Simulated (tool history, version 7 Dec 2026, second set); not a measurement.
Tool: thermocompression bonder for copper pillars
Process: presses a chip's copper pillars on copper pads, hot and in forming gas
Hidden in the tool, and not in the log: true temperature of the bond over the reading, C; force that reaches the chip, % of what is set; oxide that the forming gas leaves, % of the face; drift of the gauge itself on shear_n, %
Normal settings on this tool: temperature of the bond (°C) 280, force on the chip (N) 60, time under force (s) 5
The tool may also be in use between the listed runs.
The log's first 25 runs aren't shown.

run	hour	temperature of the bond (°C)	force on the chip (N)	time under force (s)	hours of work since the heater was calibrated	hours of work since the force cell was calibrated	hours of work since the gas filter was changed	force that shears a chip off (N)
# hour 1812.6: forming gas filter changed
26	1869.6	280	68	3	254	786	44	93.8
27	1970.3	288	55	10	331	863	121	111.7
# hour 1980.3: forming gas filter changed
28	2049.3	280	88	5	391	923	53	121.4
29	2090.8	280	88	5	423	954	84	122.4
# hour 2148.1: forming gas filter changed
30	2162.9	308	59	3	477	1009	11	107.3
31	2249.0	254	59	12	543	1075	77	98.0
# hour 2317.6: forming gas filter changed
32	2337.9	305	68	5	611	1142	16	123.3
33	2396.6	267	71	5	656	1187	60	103.2
# hour 2490.6: forming gas filter changed
34	2490.6	267	71	5	727	1259	0	106.1
35	2561.9	308	41	5	781	1313	55	95.1
36	2623.5	308	41	5	828	1360	102	94.3
# hour 2662.1: forming gas filter changed
37	2695.1	308	41	5	883	1415	25	97.3
38	2743.1	308	73	7	919	1451	62	131.3
39	2793.0	280	39	3	958	1489	100	59.9

Each row is a separate what-if for the run after 39, all from the same tool condition, not one after another. Results?
# hour 2831.9: forming gas filter changed
# hour 2874.6: heater calibrated with a thermocouple chip
A	2879.0	289	60	7	3	1553	35	?
# hour 2831.9: forming gas filter changed
# hour 2874.6: heater calibrated with a thermocouple chip
B	2879.0	305	75	8	3	1553	35	?
# hour 2831.9: forming gas filter changed
# hour 2874.6: heater calibrated with a thermocouple chip
C	2879.0	280	82	5	3	1553	35	?

run	force that shears a chip off (N)
A	112.4
B	131.0
C	118.5
Take away the tool's hidden state, keep each run's random variation, and the runs would have read:
run	force that shears a chip off (N)
A	111.1
B	131.3
C	117.5

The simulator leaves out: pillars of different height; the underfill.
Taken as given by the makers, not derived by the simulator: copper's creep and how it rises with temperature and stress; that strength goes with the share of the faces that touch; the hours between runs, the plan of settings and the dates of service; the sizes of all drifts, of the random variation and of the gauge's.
